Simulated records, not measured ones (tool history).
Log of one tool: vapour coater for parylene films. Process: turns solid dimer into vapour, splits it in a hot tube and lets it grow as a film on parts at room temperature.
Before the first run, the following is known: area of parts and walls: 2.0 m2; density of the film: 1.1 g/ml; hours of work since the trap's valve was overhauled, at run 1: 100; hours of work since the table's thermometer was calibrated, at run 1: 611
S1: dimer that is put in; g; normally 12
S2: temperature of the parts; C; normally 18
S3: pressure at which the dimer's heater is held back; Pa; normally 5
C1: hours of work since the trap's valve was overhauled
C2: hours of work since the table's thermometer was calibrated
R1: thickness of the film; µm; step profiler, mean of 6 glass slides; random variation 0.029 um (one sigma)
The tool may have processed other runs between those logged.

run   hour  S1  S2    S3   C1    C2    R1
  1      0  12  18     5  100   611  2.45
  2   22.3  12  18     5  110   620  2.44
  3   55.7  12  18     5  124   634  2.39
  4   98.9  12  18     5  142   652  2.37
  5  137.6  12  18     5  158   668  2.37
  6  164.9  12  18     5  169   679  2.39
  7  198.2  12  18     5  183   693  2.31
  8  244.6  12  18     5  202   712  2.27
     252.2  -- trap's valve overhauled
  9  271.8  12  18     5    8   722  2.16
 10  314.3  12  18     5   26   739   2.2
 11  337.1  12  18     5   35   749  2.17
 12  363.4  12  18     5   46   760  2.15
 13    384  12  18     5   55   768  2.15
 14  427.9  12  18     5   73   787  2.09
 15  453.3  18  18     5   83   797  3.16
     461.8  -- trap's valve overhauled, once more
 16  496.2  18  18     5   14   813  3.84
 17  519.7  18  18     5   24   823  3.82
 18  558.7  18  18     5   40   839  3.78
 19  600.7  13  18     5   58   857  2.71
 20  641.3  13  18     5   74   873   2.7
 21    686  13  18     5   93   892  2.66
 22  710.5  13  18     5  103   902  2.65
 23  738.3  13  18     5  115   914  2.71
 24  768.2   6  18  6.54  127   926  1.15
 25  818.2   7  12  2.33  148   947  1.75
 26  849.4   7  12  2.33  161   960  1.73
 27  874.6   7  12  2.33  171   970  1.72
 28  901.6   6  17     5  183   981  1.19
 29  925.4   6  17     5  192   991  1.17
     955.1  -- trap's valve overhauled
 30  972.7  10  30  3.19    7  1009  1.74

Run 31 has not been measured yet. What should we expect?
 31  1004.5  12  17   5  21  1023   ?

Run 31 came out at R1 2.6 µm.
Minus the tool's unlogged condition, the same run would have read R1 2.61 µm.

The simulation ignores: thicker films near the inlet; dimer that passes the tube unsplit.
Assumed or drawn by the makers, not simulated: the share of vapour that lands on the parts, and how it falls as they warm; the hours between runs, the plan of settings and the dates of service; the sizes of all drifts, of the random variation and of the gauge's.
